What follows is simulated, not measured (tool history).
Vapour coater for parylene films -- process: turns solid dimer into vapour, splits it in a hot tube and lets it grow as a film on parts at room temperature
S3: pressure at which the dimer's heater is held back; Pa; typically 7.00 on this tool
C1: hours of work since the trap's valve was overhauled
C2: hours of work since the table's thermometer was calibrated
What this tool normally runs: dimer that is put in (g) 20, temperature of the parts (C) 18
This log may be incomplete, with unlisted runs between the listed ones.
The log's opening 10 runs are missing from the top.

Run 11, hour 406.4: usual settings; C1 204; C2 1033. Result: thickness of the film (nm) 3480.
At hour 453.5: trap's valve overhauled.
Run 12, hour 463.0: usual settings; C1 5; C2 1059. Result: thickness of the film (nm) 4010.
Run 13, hour 518.1: usual settings; C1 32; C2 1087. Result: thickness of the film (nm) 4040.
Run 14, hour 567.7: usual settings; C1 57; C2 1112. Result: thickness of the film (nm) 3900.
Run 15, hour 611.9: usual settings; C1 80; C2 1134. Result: thickness of the film (nm) 3870.
Run 16, hour 659.8: usual settings; C1 104; C2 1158. Result: thickness of the film (nm) 3800.
Run 17, hour 709.0: usual settings; C1 128; C2 1183. Result: thickness of the film (nm) 3690.
Run 18, hour 758.9: usual settings; C1 154; C2 1208. Result: thickness of the film (nm) 3650.
Run 19, hour 809.0: usual settings but dimer that is put in (g) 9; C1 179; C2 1233. Result: thickness of the film (nm) 1660.
Run 20, hour 864.8: usual settings but dimer that is put in (g) 9; C1 207; C2 1261. Result: thickness of the film (nm) 1610.
Run 21, hour 903.0: usual settings but dimer that is put in (g) 18; C1 226; C2 1280. Result: thickness of the film (nm) 3160.
At hour 911.5: trap's valve overhauled.
Run 22, hour 944.4: usual settings but dimer that is put in (g) 15; C1 17; C2 1299. Result: thickness of the film (nm) 2980.
Run 23, hour 992.0: usual settings but dimer that is put in (g) 15, S3 7.26 Pa; C1 40; C2 1323. Result: thickness of the film (nm) 2940.
Run 24, hour 1042.8: usual settings but dimer that is put in (g) 15, S3 7.26 Pa; C1 66; C2 1349. Result: thickness of the film (nm) 2870.
Run 25, hour 1098.0: usual settings but dimer that is put in (g) 15, temperature of the parts (C) 17, S3 7.26 Pa; C1 94; C2 1377. Result: thickness of the film (nm) 2880.
Run 26, hour 1148.9: usual settings but dimer that is put in (g) 9, temperature of the parts (C) 24, S3 8.84 Pa; C1 119; C2 1402. Result: thickness of the film (nm) 1360.
Run 27, hour 1202.9: usual settings but dimer that is put in (g) 9, temperature of the parts (C) 12, S3 3.46 Pa; C1 147; C2 1429. Result: thickness of the film (nm) 2140.
Run 28, hour 1250.2: usual settings but dimer that is put in (g) 9, temperature of the parts (C) 12, S3 3.46 Pa; C1 170; C2 1453. Result: thickness of the film (nm) 2090.
Run 29, hour 1274.9: usual settings but S3 2.57 Pa; C1 183; C2 1466. Result: thickness of the film (nm) 3970.
Run 30, hour 1299.1: usual settings but temperature of the parts (C) 24, S3 3.39 Pa; C1 195; C2 1478. Result: thickness of the film (nm) 3210.

Forecast run 31:
Run 31, hour 1347.6: usual settings but dimer that is put in (g) 22, temperature of the parts (C) 29, S3 3.77 Pa; C1 219; C2 1502. Result: thickness of the film (nm) ?.

Run 31 came out at thickness of the film (nm) 2960.
Were there no unlogged condition in the tool, this run, its random variation unchanged, would have produced thickness of the film (nm) 3520.
